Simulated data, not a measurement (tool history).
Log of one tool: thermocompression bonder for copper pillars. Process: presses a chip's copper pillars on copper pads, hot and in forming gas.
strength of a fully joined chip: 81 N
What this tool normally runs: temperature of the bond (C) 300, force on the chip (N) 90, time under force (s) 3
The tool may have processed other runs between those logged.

run	hour	temperature of the bond (C)	force on the chip (N)	time under force (s)	force that shears a chip off (N)
1	0.0	300	90	3	40.8
2	21.0	300	90	3	40.7
3	55.8	300	90	3	41.6
# hour 69.0: forming gas filter changed
4	72.6	300	90	4	50.5
5	100.6	300	90	4	49.5
6	119.5	300	90	4	49.5
7	150.2	300	90	4	47.9
8	165.8	273	90	4	36.1
9	180.8	300	90	3	43.8
10	216.7	300	90	3	43.9
11	233.9	300	90	3	43.1
12	262.5	300	90	3	44.6
13	284.3	300	90	3	43.6
14	316.4	305	90	3	45.9
15	341.2	305	90	3	45.7
16	360.4	300	56	3	34.7
17	397.6	300	56	3	34.5
18	424.9	300	90	3	43.1
19	453.4	300	90	3	41.3
20	472.2	300	90	3	41.2
21	495.4	311	90	3	46.1
22	530.1	300	104	3	44.2
23	564.3	300	104	3	43.5
24	599.4	300	130	4	51.1
25	625.1	284	116	4	42.8
26	644.9	292	88	9	51.5
27	679.1	272	97	2	25.1
28	699.9	272	97	2	24.4
29	732.6	272	97	2	24.5
30	752.3	271	82	4	30.2
31	771.8	324	92	2	44.6
32	789.2	300	75	3	35.6
33	810.9	280	133	3	36.7
34	839.4	280	133	3	36.8
# hour 856.2: forming gas filter changed
35	871.2	280	133	3	41.2
36	899.6	280	133	3	40.3
37	917.2	280	133	3	40.0
38	951.0	280	133	3	39.9
39	977.1	286	75	3	31.6

Hidden state or all else? Some run-to-run changes of force that shears a chip off (N), split into what the settings, what came in and random variation would give without the hidden state, and what is left for the hidden state (with any gauge scatter that isn't in both results):
Hidden state at play: true temperature of the bond over the reading, C; force that reaches the chip, % of what is set; oxide that the forming gas leaves, % of the face; drift of the gauge itself on shear_n, %.
Run 3 -> 4: time under force (s) 3 -> 4, forming gas filter changed. force that shears a chip off (N) +8.9: hidden state +5.2, all else +3.7.
Run 7 -> 8: temperature of the bond (C) 300 -> 273. force that shears a chip off (N) -11.8: hidden state -0.1, all else -11.7.
Run 26 -> 27: temperature of the bond (C) 292 -> 272, force on the chip (N) 88 -> 97, time under force (s) 9 -> 2. force that shears a chip off (N) -26.4: hidden state +2.9, all else -29.3.
Run 30 -> 31: temperature of the bond (C) 271 -> 324, force on the chip (N) 82 -> 92, time under force (s) 4 -> 2. force that shears a chip off (N) +14.4: hidden state -1.8, all else +16.2.
Run 34 -> 35: forming gas filter changed. force that shears a chip off (N) +4.4: hidden state +4.4, all else +0.0.

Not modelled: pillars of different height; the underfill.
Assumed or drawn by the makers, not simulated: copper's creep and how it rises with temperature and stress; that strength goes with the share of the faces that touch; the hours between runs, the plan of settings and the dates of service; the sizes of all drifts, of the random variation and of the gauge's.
